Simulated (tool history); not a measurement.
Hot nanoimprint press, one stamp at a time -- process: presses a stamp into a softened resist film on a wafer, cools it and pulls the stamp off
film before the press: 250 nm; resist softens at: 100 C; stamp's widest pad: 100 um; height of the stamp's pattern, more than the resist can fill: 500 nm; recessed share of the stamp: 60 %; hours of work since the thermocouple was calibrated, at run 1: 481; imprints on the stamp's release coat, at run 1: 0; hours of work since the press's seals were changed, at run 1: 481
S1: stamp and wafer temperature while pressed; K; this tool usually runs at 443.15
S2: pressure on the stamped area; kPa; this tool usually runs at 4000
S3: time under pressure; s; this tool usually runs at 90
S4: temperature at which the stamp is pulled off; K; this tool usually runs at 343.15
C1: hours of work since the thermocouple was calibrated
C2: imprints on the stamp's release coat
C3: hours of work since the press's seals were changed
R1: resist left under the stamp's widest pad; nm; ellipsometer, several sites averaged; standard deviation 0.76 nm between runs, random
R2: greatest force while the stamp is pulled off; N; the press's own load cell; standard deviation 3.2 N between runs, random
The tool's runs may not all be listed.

run,hour,S1,S2,S3,S4,C1,C2,C3,R1,R2
1,0.0,443.15,4000,90,343.15,481,0,481,95.2,152
2,48.6,443.15,4000,90,343.15,503,155,503,96.0,154
# hour 96.5: plate thermocouple calibrated
# hour 104.5: press's hydraulic seals changed and the load cell set to zero
3,117.3,432.15,4000,90,343.15,6,338,6,158.9,150
4,159.4,441.15,4000,90,343.15,25,472,25,106.0,156
5,213.3,443.15,4000,90,343.15,50,643,50,95.9,149
6,266.6,443.15,4230,90,343.15,74,813,74,91.8,154
# hour 278.7: stamp cleaned and given a new release coat
7,318.2,443.15,4000,106,343.15,95,126,95,89.7,145
8,384.5,443.15,4000,106,343.15,126,337,126,90.2,152
9,434.3,443.15,4000,106,343.15,148,495,148,90.2,152
10,463.4,443.15,4000,106,343.15,162,587,162,89.5,153
11,512.7,443.15,4000,106,343.15,184,744,184,89.0,153
# hour 548.5: stamp cleaned and given a new release coat
12,557.7,443.15,4000,158,343.15,202,29,202,79.4,146
13,614.3,443.15,4000,158,343.15,228,209,228,77.4,154
14,645.7,443.15,4000,90,343.15,242,309,242,95.2,157
15,684.2,443.15,4000,62,343.15,260,431,260,110.3,149
16,733.9,443.15,4000,90,332.15,283,589,283,96.4,191
17,789.0,436.15,5480,90,332.15,308,765,308,113.3,191
# hour 817.3: stamp cleaned and given a new release coat
18,833.3,436.15,5480,90,332.15,326,51,326,114.9,200
19,879.2,436.15,3150,90,332.15,347,197,347,149.3,197
20,915.7,431.15,2730,90,343.15,363,313,363,189.2,155
21,961.6,440.15,4000,90,349.15,384,459,384,110.0,127
22,1031.4,433.15,4000,90,336.15,416,681,416,152.5,180
23,1066.3,433.15,4000,90,336.15,432,792,432,152.8,183
# hour 1083.3: stamp cleaned and given a new release coat
24,1104.1,442.15,5910,50,342.15,447,66,447,100.7,158
25,1153.1,444.15,4180,54,351.15,469,222,469,107.5,116
26,1186.2,444.15,4180,54,351.15,485,327,485,107.7,116
27,1216.0,437.15,3180,54,351.15,498,422,498,164.2,117
28,1268.2,451.15,3660,90,337.15,522,588,522,70.4,179

For each entry between runs, how does the tool's hidden state at the last listed run before it compare with that at the first listed run after it?
After run 2, before run 3: plate thermocouple calibrated (hour 96.5); press's hydraulic seals changed and the load cell set to zero (hour 104.5)
  true temperature over the reading, C: -0.1 -> 0; pressure that arrives at the usual setting, %: 99.84 -> 99.99; grip of the stamp's worn release coat, % over a new coat's: 0.2 -> 0.4
After run 6, before run 7: stamp cleaned and given a new release coat (hour 278.7)
  pressure that arrives at the usual setting, %: 99.97 -> 99.96; grip of the stamp's worn release coat, % over a new coat's: 1 -> 0.2
After run 11, before run 12: stamp cleaned and given a new release coat (hour 548.5)
  true temperature over the reading, C: -0.03 -> -0.04; grip of the stamp's worn release coat, % over a new coat's: 1 -> 0
After run 17, before run 18: stamp cleaned and given a new release coat (hour 817.3)
  pressure that arrives at the usual setting, %: 99.9 -> 99.89; grip of the stamp's worn release coat, % over a new coat's: 1 -> 0.1
After run 23, before run 24: stamp cleaned and given a new release coat (hour 1083.3)
  pressure that arrives at the usual setting, %: 99.86 -> 99.85; grip of the stamp's worn release coat, % over a new coat's: 1 -> 0.1
